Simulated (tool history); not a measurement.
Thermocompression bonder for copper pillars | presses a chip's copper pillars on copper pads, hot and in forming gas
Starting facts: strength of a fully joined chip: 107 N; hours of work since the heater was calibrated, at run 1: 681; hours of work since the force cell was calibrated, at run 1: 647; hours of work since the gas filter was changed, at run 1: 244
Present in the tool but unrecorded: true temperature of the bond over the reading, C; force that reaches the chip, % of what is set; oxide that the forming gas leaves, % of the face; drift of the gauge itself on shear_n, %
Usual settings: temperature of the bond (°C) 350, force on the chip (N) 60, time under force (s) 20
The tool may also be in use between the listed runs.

run     day  temperature of the bond (°C)  force on the chip (N)  time under force (s)  hours of work since the heater was calibrated  hours of work since the force cell was calibrated  hours of work since the gas filter was changed  force that shears a chip off (N)
  1   0.000                           350                     60                    20                                            681                                                647                                             244                              74.6
  2   0.938                           350                     60                    20                                            697                                                662                                             260                              74.1
  3   2.092                           328                     60                    20                                            717                                                682                                             279                              65.9
  4   3.083                           350                     60                    20                                            733                                                698                                             296                              74.7
  5   4.392                           350                     60                    20                                            755                                                720                                             318                              75.9
  6   5.529                           350                     60                    33                                            774                                                740                                             337                              87.1
  7   6.562                           350                     60                    20                                            792                                                757                                             354                              75.8
  8   8.008                           350                     60                    25                                            816                                                781                                             378                              79.9
  9   9.275                           335                     40                    23                                            837                                                803                                             400                              57.3
 10  10.658                           355                     71                    28                                            861                                                826                                             423                              87.1
 11  11.888                           373                     60                    28                                            881                                                846                                             444                              89.0
     12.675  -- forming gas filter changed
 12  12.888                           373                     60                    28                                            898                                                863                                               4                              89.0
 13  13.979                           350                     60                    11                                            916                                                881                                              22                              63.3
 14  15.475                           354                     66                    20                                            941                                                906                                              47                              80.2
 15  16.246                           349                     83                    14                                            954                                                919                                              60                              80.6
     17.138  -- heater calibrated with a thermocouple chip
 16  17.858                           326                     52                    14                                             12                                                945                                              86                              53.4

Here are 5 independent what-if runs from the current tool condition. What would each one return?
  A  19.400                           336                     65                    22                                             38                                                971                                             112                                 ?
  B  19.400                           360                     60                    20                                             38                                                971                                             112                                 ?
  C  19.400                           326                     52                    38                                             38                                                971                                             112                                 ?
  D  19.400                           356                     38                    35                                             38                                                971                                             112                                 ?
  E  19.400                           350                     39                    20                                             38                                                971                                             112                                 ?

run  force that shears a chip off (N)
  A                              75.1
  B                              80.5
  C                              73.8
  D                              75.1
  E                              60.9
With the hidden condition removed and each run's random variation left untouched, the same runs would have given:
run  force that shears a chip off (N)
  A                              75.1
  B                              80.6
  C                              73.9
  D                              75.2
  E                              60.9
